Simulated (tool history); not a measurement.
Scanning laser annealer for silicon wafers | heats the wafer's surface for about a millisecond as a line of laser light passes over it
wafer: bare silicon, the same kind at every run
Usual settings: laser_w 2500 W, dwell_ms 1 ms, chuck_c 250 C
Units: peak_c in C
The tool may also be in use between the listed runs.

| run | hour | laser_w | dwell_ms | chuck_c | peak_c |
|---|---|---|---|---|---|
| 1 | 0 | 2500 | 1 | 250 | 1063 |
| 2 | 9 | 2500 | 1 | 250 | 1064 |
| 3 | 20.7 | 2500 | 1 | 250 | 1065 |
| 4 | 25.7 | 2500 | 1 | 250 | 1060 |
| 5 | 34.6 | 2500 | 1 | 250 | 1061 |
|  | 40.1 | optics aligned, line set to its width |
| 6 | 48.2 | 2500 | 1 | 250 | 1056 |
| 7 | 56.8 | 2320 | 1.01 | 266 | 1008 |

The next listed run, before its measurement:
| 8 | 65.8 | 2594 | 0.72 | 288 | ? |

Run 8 gave peak_c 1001 C.
Without the tool's hidden state the same run would have given peak_c 1036 C.

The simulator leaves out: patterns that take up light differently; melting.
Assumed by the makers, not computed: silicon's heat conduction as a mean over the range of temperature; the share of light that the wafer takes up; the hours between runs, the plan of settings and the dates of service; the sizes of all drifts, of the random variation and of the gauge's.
